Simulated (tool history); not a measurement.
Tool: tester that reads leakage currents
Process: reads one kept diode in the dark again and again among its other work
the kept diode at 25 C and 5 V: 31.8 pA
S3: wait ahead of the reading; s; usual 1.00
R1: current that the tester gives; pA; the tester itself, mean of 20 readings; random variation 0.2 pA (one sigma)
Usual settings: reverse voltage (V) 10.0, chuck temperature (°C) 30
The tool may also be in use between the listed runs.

Run 1, day 0.000: usual settings. Result: R1 62.90 pA.
Run 2, day 1.138: usual settings. Result: R1 62.59 pA.
Run 3, day 3.221: usual settings but S3 0.76 s. Result: R1 63.80 pA.
Run 4, day 4.204: usual settings but S3 0.76 s. Result: R1 63.41 pA.
Run 5, day 6.208: usual settings. Result: R1 62.22 pA.
Run 6, day 7.679: usual settings. Result: R1 62.02 pA.
Run 7, day 9.346: usual settings. Result: R1 61.73 pA.
Run 8, day 10.538: usual settings but reverse voltage (V) 7.5. Result: R1 55.84 pA.
Run 9, day 11.783: usual settings but reverse voltage (V) 7.5. Result: R1 56.05 pA.
Run 10, day 12.946: usual settings but reverse voltage (V) 7.5. Result: R1 55.74 pA.
Run 11, day 14.812: usual settings. Result: R1 61.27 pA.
Run 12, day 17.200: usual settings. Result: R1 60.73 pA.
At day 17.479: tester calibrated.
Run 13, day 18.946: usual settings. Result: R1 60.84 pA.
Run 14, day 21.054: usual settings. Result: R1 60.55 pA.
Run 15, day 22.171: usual settings. Result: R1 60.81 pA.
Run 16, day 24.321: usual settings but chuck temperature (°C) 54. Result: R1 435.18 pA.
Run 17, day 26.212: usual settings but chuck temperature (°C) 54. Result: R1 432.90 pA.
Run 18, day 27.879: usual settings but reverse voltage (V) 15.8, chuck temperature (°C) 54. Result: R1 499.00 pA.
Run 19, day 29.104: usual settings but chuck temperature (°C) 24. Result: R1 36.60 pA.
At day 30.404: tester calibrated, once more.
Run 20, day 31.104: usual settings but chuck temperature (°C) 24. Result: R1 36.20 pA.
Run 21, day 32.875: usual settings but chuck temperature (°C) 24. Result: R1 36.24 pA.
Run 22, day 34.575: usual settings but chuck temperature (°C) 24. Result: R1 36.25 pA.
Run 23, day 35.704: usual settings but reverse voltage (V) 1.5, chuck temperature (°C) 24, S3 1.36 s. Result: R1 17.89 pA.
Run 24, day 36.975: usual settings but reverse voltage (V) 1.5, chuck temperature (°C) 24, S3 1.36 s. Result: R1 17.84 pA.
Run 25, day 39.300: usual settings but reverse voltage (V) 1.1, chuck temperature (°C) 42, S3 2.19 s. Result: R1 79.21 pA.
Run 26, day 41.475: usual settings but reverse voltage (V) 2.2, chuck temperature (°C) 53, S3 6.15 s. Result: R1 241.66 pA.
Run 27, day 43.900: usual settings but chuck temperature (°C) 38, S3 1.41 s. Result: R1 113.72 pA.
At day 44.192: chuck's temperature calibrated.
Run 28, day 45.200: usual settings but chuck temperature (°C) 44, S3 1.69 s. Result: R1 213.92 pA.
Run 29, day 46.754: usual settings but reverse voltage (V) 14.5, chuck temperature (°C) 24, S3 1.69 s. Result: R1 45.97 pA.
Run 30, day 47.988: usual settings but reverse voltage (V) 2.0, chuck temperature (°C) 37, S3 4.16 s. Result: R1 71.53 pA.
Run 31, day 49.208: usual settings but reverse voltage (V) 2.0, chuck temperature (°C) 37, S3 4.16 s. Result: R1 70.92 pA.
Run 32, day 51.288: usual settings but S3 6.42 s. Result: R1 64.30 pA.
Run 33, day 52.262: usual settings but S3 6.42 s. Result: R1 63.89 pA.
Run 34, day 53.300: usual settings but chuck temperature (°C) 57, S3 0.44 s. Result: R1 597.19 pA.
Run 35, day 54.879: usual settings but chuck temperature (°C) 22, S3 1.31 s. Result: R1 34.21 pA.
Run 36, day 56.383: usual settings but reverse voltage (V) 5.9, chuck temperature (°C) 22, S3 1.31 s. Result: R1 27.48 pA.
Run 37, day 58.067: usual settings but reverse voltage (V) 5.9, chuck temperature (°C) 22, S3 1.31 s. Result: R1 27.40 pA.
Run 38, day 60.304: usual settings but reverse voltage (V) 2.1, chuck temperature (°C) 48, S3 0.64 s. Result: R1 177.02 pA.
Run 39, day 61.617: usual settings but reverse voltage (V) 2.1, chuck temperature (°C) 48, S3 0.64 s. Result: R1 176.74 pA.
Run 40, day 63.312: usual settings but reverse voltage (V) 5.4, chuck temperature (°C) 47, S3 6.05 s. Result: R1 215.77 pA.

3 ways to go on from here, each from the tool as it stands after run 40. What would each give?
Run A, day 64.612: usual settings but reverse voltage (V) 2.8, chuck temperature (°C) 22, S3 3.18 s. Result: R1 ?.
Run B, day 64.612: usual settings but reverse voltage (V) 7.6, S3 0.42 s. Result: R1 ?.
Run C, day 64.612: usual settings but reverse voltage (V) 1.6, S3 1.23 s. Result: R1 ?.

run     R1
  A  20.12
  B  63.14
  C  34.83
Without the tool's hidden state the same runs would have given:
run     R1
  A  20.36
  B  63.79
  C  36.29

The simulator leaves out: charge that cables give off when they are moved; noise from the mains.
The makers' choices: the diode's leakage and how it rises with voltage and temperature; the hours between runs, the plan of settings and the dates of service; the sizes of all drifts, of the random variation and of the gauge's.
